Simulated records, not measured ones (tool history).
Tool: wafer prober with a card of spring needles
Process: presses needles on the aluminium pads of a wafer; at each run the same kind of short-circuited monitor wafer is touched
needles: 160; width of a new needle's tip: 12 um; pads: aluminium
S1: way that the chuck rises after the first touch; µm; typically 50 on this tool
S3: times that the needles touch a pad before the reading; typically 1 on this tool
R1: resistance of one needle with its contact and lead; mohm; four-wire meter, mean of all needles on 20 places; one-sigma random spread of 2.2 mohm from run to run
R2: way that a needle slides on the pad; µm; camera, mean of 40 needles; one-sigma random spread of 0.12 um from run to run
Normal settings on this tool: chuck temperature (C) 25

Run 1, hour 0: usual settings. Result: R1 303 mohm, R2 8.62 µm.
At hour 2.5: tips cleaned on abrasive film.
At hour 14.4: tips cleaned on abrasive film.
At hour 26.4: tips cleaned on abrasive film.
At hour 38.3: tips cleaned on abrasive film.
Run 2, hour 44: usual settings. Result: R1 283 mohm, R2 8.8 µm.
At hour 48.8: tips cleaned on abrasive film.
At hour 58.4: tips cleaned on abrasive film.
At hour 63.4: height of the first contact set anew.
At hour 70.6: tips cleaned on abrasive film.
At hour 82.6: tips cleaned on abrasive film.
At hour 94.6: tips cleaned on abrasive film.
Run 3, hour 99.1: usual settings. Result: R1 286 mohm, R2 9.06 µm.
At hour 106.4: tips cleaned on abrasive film.
At hour 118.3: tips cleaned on abrasive film.
At hour 127.9: tips cleaned on abrasive film.
Run 4, hour 130.2: usual settings. Result: R1 263 mohm, R2 9.1 µm.
At hour 139.8: tips cleaned on abrasive film.
At hour 149.4: tips cleaned on abrasive film.
At hour 161.3: tips cleaned on abrasive film.
At hour 173.3: tips cleaned on abrasive film.
Run 5, hour 179.2: usual settings. Result: R1 286 mohm, R2 8.94 µm.
At hour 184.1: tips cleaned on abrasive film.
At hour 196: tips cleaned on abrasive film.
At hour 208: tips cleaned on abrasive film.
At hour 219.9: tips cleaned on abrasive film.
At hour 231.9: tips cleaned on abrasive film.
Run 6, hour 235: usual settings. Result: R1 269 mohm, R2 8.89 µm.
At hour 242.2: tips cleaned on abrasive film.
At hour 254.2: tips cleaned on abrasive film.
At hour 263.8: tips cleaned on abrasive film.
At hour 275.7: tips cleaned on abrasive film.
At hour 287.7: tips cleaned on abrasive film.
Run 7, hour 292: usual settings but S3 3. Result: R1 255 mohm, R2 8.61 µm.
At hour 299.2: tips cleaned on abrasive film.
At hour 308.8: tips cleaned on abrasive film.
At hour 320.7: tips cleaned on abrasive film.
At hour 332.7: tips cleaned on abrasive film.
At hour 342.3: tips cleaned on abrasive film.
Run 8, hour 343.8: usual settings but S3 3. Result: R1 252 mohm, R2 8.68 µm.
At hour 353.4: tips cleaned on abrasive film.
At hour 363: tips cleaned on abrasive film.
At hour 375: tips cleaned on abrasive film.
At hour 386.9: tips cleaned on abrasive film.
Run 9, hour 394.5: usual settings. Result: R1 305 mohm, R2 8.36 µm.
At hour 397: tips cleaned on abrasive film.
At hour 406.6: tips cleaned on abrasive film.
At hour 416.2: tips cleaned on abrasive film.
At hour 428.1: tips cleaned on abrasive film.
At hour 437.7: tips cleaned on abrasive film.
At hour 447.7: tips cleaned on abrasive film.
Run 10, hour 447.7: usual settings. Result: R1 254 mohm, R2 8.46 µm.
At hour 457.3: tips cleaned on abrasive film.
At hour 466.8: tips cleaned on abrasive film.
At hour 478.8: tips cleaned on abrasive film.
At hour 483.8: height of the first contact set anew.
At hour 491.1: tips cleaned on abrasive film.
Run 11, hour 497.4: usual settings but S3 2. Result: R1 275 mohm, R2 9.27 µm.
At hour 502.2: tips cleaned on abrasive film.
At hour 514.2: tips cleaned on abrasive film.
At hour 525: tips cleaned on abrasive film.
Run 12, hour 525: usual settings but S3 2. Result: R1 245 mohm, R2 9.16 µm.
At hour 537: tips cleaned on abrasive film.
At hour 548.9: tips cleaned on abrasive film.
At hour 559.1: tips cleaned on abrasive film.
Run 13, hour 559.1: usual settings but S3 2. Result: R1 249 mohm, R2 8.93 µm.
At hour 571.1: tips cleaned on abrasive film.
At hour 583: tips cleaned on abrasive film.
At hour 595: tips cleaned on abrasive film.
At hour 606.9: tips cleaned on abrasive film.
Run 14, hour 612.2: usual settings but S3 2. Result: R1 276 mohm, R2 9.12 µm.
At hour 617: tips cleaned on abrasive film.
At hour 629: tips cleaned on abrasive film.
At hour 641: tips cleaned on abrasive film.
At hour 650.5: tips cleaned on abrasive film.
At hour 662.5: tips cleaned on abrasive film.
Run 15, hour 664.5: usual settings but S1 64 µm, chuck temperature (C) 42, S3 2. Result: R1 254 mohm, R2 11.42 µm.
At hour 674.1: tips cleaned on abrasive film.
At hour 686: tips cleaned on abrasive film.
At hour 698: tips cleaned on abrasive film.
Run 16, hour 702.5: usual settings but S1 55 µm. Result: R1 282 mohm, R2 9.97 µm.
At hour 709.7: tips cleaned on abrasive film.
At hour 719.3: tips cleaned on abrasive film.
At hour 731.2: tips cleaned on abrasive film.
At hour 743.2: tips cleaned on abrasive film.
At hour 755.1: tips cleaned on abrasive film.
Run 17, hour 764: usual settings but chuck temperature (C) 33. Result: R1 313 mohm, R2 8.76 µm.
At hour 766.5: tips cleaned on abrasive film.
At hour 776.1: tips cleaned on abrasive film.
At hour 788: tips cleaned on abrasive film.
Run 18, hour 795.5: usual settings but chuck temperature (C) 33. Result: R1 314 mohm, R2 8.72 µm.
At hour 798: tips cleaned on abrasive film.
At hour 810: tips cleaned on abrasive film.
At hour 821.9: tips cleaned on abrasive film.
At hour 832.1: tips cleaned on abrasive film.
Run 19, hour 832.1: usual settings but chuck temperature (C) 40. Result: R1 257 mohm, R2 8.45 µm.
At hour 844.1: tips cleaned on abrasive film.
At hour 856: tips cleaned on abrasive film.
At hour 866.7: tips cleaned on abrasive film.
Run 20, hour 866.7: usual settings but chuck temperature (C) 55. Result: R1 257 mohm, R2 8.36 µm.
At hour 878.7: tips cleaned on abrasive film.
At hour 890.6: tips cleaned on abrasive film.
At hour 900.2: tips cleaned on abrasive film.
At hour 902.9: height of the first contact set anew.
Run 21, hour 905.4: usual settings but chuck temperature (C) 55. Result: R1 297 mohm, R2 9.45 µm.
At hour 910.2: tips cleaned on abrasive film.
At hour 922.2: tips cleaned on abrasive film.
At hour 934.1: tips cleaned on abrasive film.
Run 22, hour 936.1: usual settings but chuck temperature (C) 55. Result: R1 283 mohm, R2 9.22 µm.
At hour 945.7: tips cleaned on abrasive film.
At hour 957.7: tips cleaned on abrasive film.
At hour 969.6: tips cleaned on abrasive film.
Run 23, hour 971.9: usual settings but S1 35 µm, chuck temperature (C) 48. Result: R1 302 mohm, R2 6.19 µm.
At hour 981.5: tips cleaned on abrasive film.
At hour 991: tips cleaned on abrasive film.
At hour 1003: tips cleaned on abrasive film.
At hour 1013.1: tips cleaned on abrasive film.
Run 24, hour 1013.1: usual settings but S1 54 µm, chuck temperature (C) 42. Result: R1 257 mohm, R2 9.6 µm.
At hour 1025: tips cleaned on abrasive film.
At hour 1034.6: tips cleaned on abrasive film.
At hour 1046.6: tips cleaned on abrasive film.
At hour 1058.5: tips cleaned on abrasive film.
Run 25, hour 1065: usual settings but S1 45 µm. Result: R1 329 mohm, R2 7.78 µm.
At hour 1069.8: tips cleaned on abrasive film.
At hour 1081.8: tips cleaned on abrasive film.
At hour 1091.4: tips cleaned on abrasive film.
Run 26, hour 1100.5: usual settings but S1 45 µm, chuck temperature (C) 49. Result: R1 346 mohm, R2 7.89 µm.
At hour 1103: tips cleaned on abrasive film.
At hour 1115: tips cleaned on abrasive film.
At hour 1126.9: tips cleaned on abrasive film.
Run 27, hour 1130: usual settings but S1 52 µm. Result: R1 280 mohm, R2 9.27 µm.

Below are 3 alternative next runs, each starting from the tool's condition after run 27. Predict each:
At hour 1137.2: tips cleaned on abrasive film.
At hour 1149.1: tips cleaned on abrasive film.
At hour 1161.1: tips cleaned on abrasive film.
At hour 1173: tips cleaned on abrasive film.
Run A, hour 1177.6: usual settings but S1 51 µm, chuck temperature (C) 85, S3 2. Result: R1 ?, R2 ?.
At hour 1137.2: tips cleaned on abrasive film.
At hour 1149.1: tips cleaned on abrasive film.
At hour 1161.1: tips cleaned on abrasive film.
At hour 1173: tips cleaned on abrasive film.
Run B, hour 1177.6: usual settings but S1 37 µm. Result: R1 ?, R2 ?.
At hour 1137.2: tips cleaned on abrasive film.
At hour 1149.1: tips cleaned on abrasive film.
At hour 1161.1: tips cleaned on abrasive film.
At hour 1173: tips cleaned on abrasive film.
Run C, hour 1177.6: usual settings but S1 31 µm, chuck temperature (C) 38. Result: R1 ?, R2 ?.

run   R1    R2
  A  289  8.79
  B  345  6.34
  C  400  5.34
With the hidden condition removed and each run's random variation left untouched, the same runs would have given:
run   R1    R2
  A  254  9.29
  B  240  6.84
  C  252  5.83
